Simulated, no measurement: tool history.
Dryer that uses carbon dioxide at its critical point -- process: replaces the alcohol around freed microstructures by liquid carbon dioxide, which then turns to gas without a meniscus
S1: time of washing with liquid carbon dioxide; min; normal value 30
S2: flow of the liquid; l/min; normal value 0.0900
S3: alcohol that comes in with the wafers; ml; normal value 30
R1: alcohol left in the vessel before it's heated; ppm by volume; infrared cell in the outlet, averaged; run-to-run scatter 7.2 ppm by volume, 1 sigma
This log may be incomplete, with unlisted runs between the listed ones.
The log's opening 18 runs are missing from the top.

run	day	S1	S2	S3	R1
19	12.400	26	0.0617	27	2760
20	13.079	26	0.0617	27	2865
21	13.758	24	0.1041	21	433
22	14.512	32	0.0577	27	1914
23	15.196	41	0.1247	30	46
24	15.758	31	0.1232	30	94
25	16.367	31	0.1232	30	93
26	17.121	40	0.1232	66	67
27	17.654	24	0.1232	105	972
28	18.125	24	0.1232	105	986
29	18.858	24	0.1232	105	1046
30	19.700	24	0.0745	66	5702
31	20.604	27	0.0900	32	958

Predict each of these 4 candidate next runs independently; none follows another, all start after run 31:
A	21.346	29	0.0900	30	?
B	21.346	42	0.1391	32	?
C	21.346	30	0.1421	30	?
D	21.346	30	0.1191	30	?

run	R1
A	696
B	55
C	88
D	178
With no hidden state in the tool, these same runs would have given:
run	R1
A	414
B	0
C	18
D	72
